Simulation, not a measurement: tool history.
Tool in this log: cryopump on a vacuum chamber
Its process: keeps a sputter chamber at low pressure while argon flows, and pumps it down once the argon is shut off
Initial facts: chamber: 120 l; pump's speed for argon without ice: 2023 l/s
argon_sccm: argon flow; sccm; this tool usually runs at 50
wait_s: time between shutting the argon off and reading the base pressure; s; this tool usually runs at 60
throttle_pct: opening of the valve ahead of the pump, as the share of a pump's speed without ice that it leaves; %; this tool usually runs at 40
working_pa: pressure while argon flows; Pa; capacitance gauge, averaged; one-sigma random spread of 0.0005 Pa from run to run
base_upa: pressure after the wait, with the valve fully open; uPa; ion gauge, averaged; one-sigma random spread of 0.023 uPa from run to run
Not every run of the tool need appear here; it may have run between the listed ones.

{"run": 1, "hour": 0.0, "argon_sccm": 50, "wait_s": 60, "throttle_pct": 40, "working_pa": 0.1057, "base_upa": 0.83}
{"run": 2, "hour": 27.3, "argon_sccm": 50, "wait_s": 60, "throttle_pct": 40, "working_pa": 0.1062, "base_upa": 0.88}
{"run": 3, "hour": 56.7, "argon_sccm": 50, "wait_s": 60, "throttle_pct": 19, "working_pa": 0.2215, "base_upa": 0.83}
{"run": 4, "hour": 78.5, "argon_sccm": 46, "wait_s": 60, "throttle_pct": 40, "working_pa": 0.0986, "base_upa": 0.82}
{"run": 5, "hour": 99.5, "argon_sccm": 50, "wait_s": 36, "throttle_pct": 40, "working_pa": 0.1075, "base_upa": 1.34}
{"run": 6, "hour": 116.6, "argon_sccm": 50, "wait_s": 36, "throttle_pct": 40, "working_pa": 0.1064, "base_upa": 1.33}
{"run": 7, "hour": 138.9, "argon_sccm": 50, "wait_s": 36, "throttle_pct": 40, "working_pa": 0.1072, "base_upa": 1.27}
{"run": 8, "hour": 175.3, "argon_sccm": 50, "wait_s": 36, "throttle_pct": 40, "working_pa": 0.1071, "base_upa": 1.3}
{"run": 9, "hour": 197.0, "argon_sccm": 50, "wait_s": 36, "throttle_pct": 40, "working_pa": 0.1077, "base_upa": 1.29}
{"run": 10, "hour": 234.7, "argon_sccm": 50, "wait_s": 36, "throttle_pct": 40, "working_pa": 0.1061, "base_upa": 1.41}
{"run": 11, "hour": 253.7, "argon_sccm": 50, "wait_s": 36, "throttle_pct": 40, "working_pa": 0.1071, "base_upa": 1.32}
{"run": 12, "hour": 278.2, "argon_sccm": 50, "wait_s": 60, "throttle_pct": 40, "working_pa": 0.1072, "base_upa": 0.9}
{"run": 13, "hour": 297.2, "argon_sccm": 50, "wait_s": 60, "throttle_pct": 40, "working_pa": 0.1079, "base_upa": 0.93}
{"run": 14, "hour": 319.7, "argon_sccm": 22, "wait_s": 60, "throttle_pct": 40, "working_pa": 0.0483, "base_upa": 0.98}
{"run": 15, "hour": 353.2, "argon_sccm": 86, "wait_s": 60, "throttle_pct": 40, "working_pa": 0.1846, "base_upa": 0.94}
{"run": 16, "hour": 378.9, "argon_sccm": 86, "wait_s": 60, "throttle_pct": 40, "working_pa": 0.1868, "base_upa": 0.97}
{"run": 17, "hour": 411.8, "argon_sccm": 86, "wait_s": 60, "throttle_pct": 40, "working_pa": 0.1858, "base_upa": 0.96}
{"run": 18, "hour": 432.2, "argon_sccm": 86, "wait_s": 60, "throttle_pct": 40, "working_pa": 0.1857, "base_upa": 0.92}
{"run": 19, "hour": 453.0, "argon_sccm": 86, "wait_s": 60, "throttle_pct": 40, "working_pa": 0.1854, "base_upa": 0.99}
{"run": 20, "hour": 476.5, "argon_sccm": 86, "wait_s": 60, "throttle_pct": 40, "working_pa": 0.1854, "base_upa": 1.02}
{"run": 21, "hour": 503.6, "argon_sccm": 86, "wait_s": 60, "throttle_pct": 40, "working_pa": 0.1855, "base_upa": 0.99}
{"run": 22, "hour": 534.6, "argon_sccm": 86, "wait_s": 60, "throttle_pct": 31, "working_pa": 0.2374, "base_upa": 1}
{"run": 23, "hour": 572.7, "argon_sccm": 86, "wait_s": 284, "throttle_pct": 31, "working_pa": 0.2383, "base_upa": 0.52}
{"run": 24, "hour": 596.5, "argon_sccm": 86, "wait_s": 284, "throttle_pct": 31, "working_pa": 0.2382, "base_upa": 0.51}
{"run": 25, "hour": 614.7, "argon_sccm": 23, "wait_s": 55, "throttle_pct": 21, "working_pa": 0.0933, "base_upa": 1.1}
{"run": 26, "hour": 646.5, "argon_sccm": 21, "wait_s": 45, "throttle_pct": 42, "working_pa": 0.0437, "base_upa": 1.29}
{"run": 27, "hour": 676.8, "argon_sccm": 21, "wait_s": 45, "throttle_pct": 42, "working_pa": 0.043, "base_upa": 1.3}
{"run": 28, "hour": 709.5, "argon_sccm": 21, "wait_s": 45, "throttle_pct": 42, "working_pa": 0.0444, "base_upa": 1.35}
{"run": 29, "hour": 726.5, "argon_sccm": 54, "wait_s": 61, "throttle_pct": 40, "working_pa": 0.1185, "base_upa": 1.08}
{"run": 30, "hour": 756.1, "argon_sccm": 50, "wait_s": 60, "throttle_pct": 43, "working_pa": 0.1016, "base_upa": 1.1}
{"run": 31, "hour": 780.4, "argon_sccm": 48, "wait_s": 27, "throttle_pct": 50, "working_pa": 0.0851, "base_upa": 1.87}
{"run": 32, "hour": 797.5, "argon_sccm": 64, "wait_s": 128, "throttle_pct": 28, "working_pa": 0.1975, "base_upa": 0.75}
{"run": 33, "hour": 818.9, "argon_sccm": 32, "wait_s": 257, "throttle_pct": 28, "working_pa": 0.0975, "base_upa": 0.62}
{"run": 34, "hour": 850.7, "argon_sccm": 70, "wait_s": 60, "throttle_pct": 19, "working_pa": 0.3135, "base_upa": 1.16}
{"run": 35, "hour": 870.8, "argon_sccm": 70, "wait_s": 60, "throttle_pct": 19, "working_pa": 0.3136, "base_upa": 1.14}

Here are 3 independent what-if runs from the current tool condition. What would each one return?
{"run": "A", "hour": 905.1, "argon_sccm": 80, "wait_s": 59, "throttle_pct": 19, "working_pa": "?", "base_upa": "?"}
{"run": "B", "hour": 905.1, "argon_sccm": 50, "wait_s": 60, "throttle_pct": 18, "working_pa": "?", "base_upa": "?"}
{"run": "C", "hour": 905.1, "argon_sccm": 41, "wait_s": 103, "throttle_pct": 33, "working_pa": "?", "base_upa": "?"}

run=A working_pa=0.3607 base_upa=1.17
run=B working_pa=0.2374 base_upa=1.14
run=C working_pa=0.107 base_upa=0.91
Stripped of hidden state, with their random variation kept, the same runs would have yielded:
run=A working_pa=0.3527 base_upa=0.81
run=B working_pa=0.2324 base_upa=0.78
run=C working_pa=0.1029 base_upa=0.54
